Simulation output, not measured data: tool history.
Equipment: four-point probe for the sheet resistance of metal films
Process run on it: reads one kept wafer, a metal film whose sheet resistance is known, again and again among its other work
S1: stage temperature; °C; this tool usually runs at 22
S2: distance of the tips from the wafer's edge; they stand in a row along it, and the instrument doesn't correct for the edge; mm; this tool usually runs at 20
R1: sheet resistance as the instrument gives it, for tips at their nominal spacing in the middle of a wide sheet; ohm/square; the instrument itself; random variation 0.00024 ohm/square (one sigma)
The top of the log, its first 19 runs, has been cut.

run     day  S1  S2        R1
 20  34.612  22   5  1.219943
 21  36.938  22   5  1.220713
 22  39.488  22   5  1.220509
 23  41.825  28   5  1.220498
 24  43.467  19   4  1.225934
 25  45.654  20   5  1.220331
 26  47.154  27  59  1.210171
 27  49.754  22  17  1.210569
 28  51.162  25   8     1.214
 29  53.342  21  15  1.211325
 30  55.608  30  37  1.209924
 31  58.238  30  37  1.210518
 32  60.108  30  37  1.209798
 33  62.167  30  53  1.210217
 34  63.983  26   6  1.216769
 35  65.833  19  72   1.20969
 36  67.538  18  29  1.210347
 37  69.929  22   7  1.215357
 38  72.529  22   7  1.215585
     73.458  -- stage's thermometer calibrated
 39  74.329  22  29  1.210165
 40  76.412  26  57    1.2098
 41  77.512  21  35  1.209964
 42    79.2  21  35  1.210372
 43  80.896  29   8  1.214017
 44  82.683  29   8  1.214313

Consider 3 possible next runs. They are alternatives, not a sequence: every one starts from the tool as it was left by run 44. What does each give?
  A  85.325  19  52   ?
  B  85.325  28  29   ?
  C  85.325  26  11   ?

run        R1
  A  1.210016
  B  1.210035
  C  1.212187
The same runs, with their run-to-run variation unchanged, on a tool lacking any hidden condition would have given:
run        R1
  A  1.209906
  B  1.209925
  C  1.212077
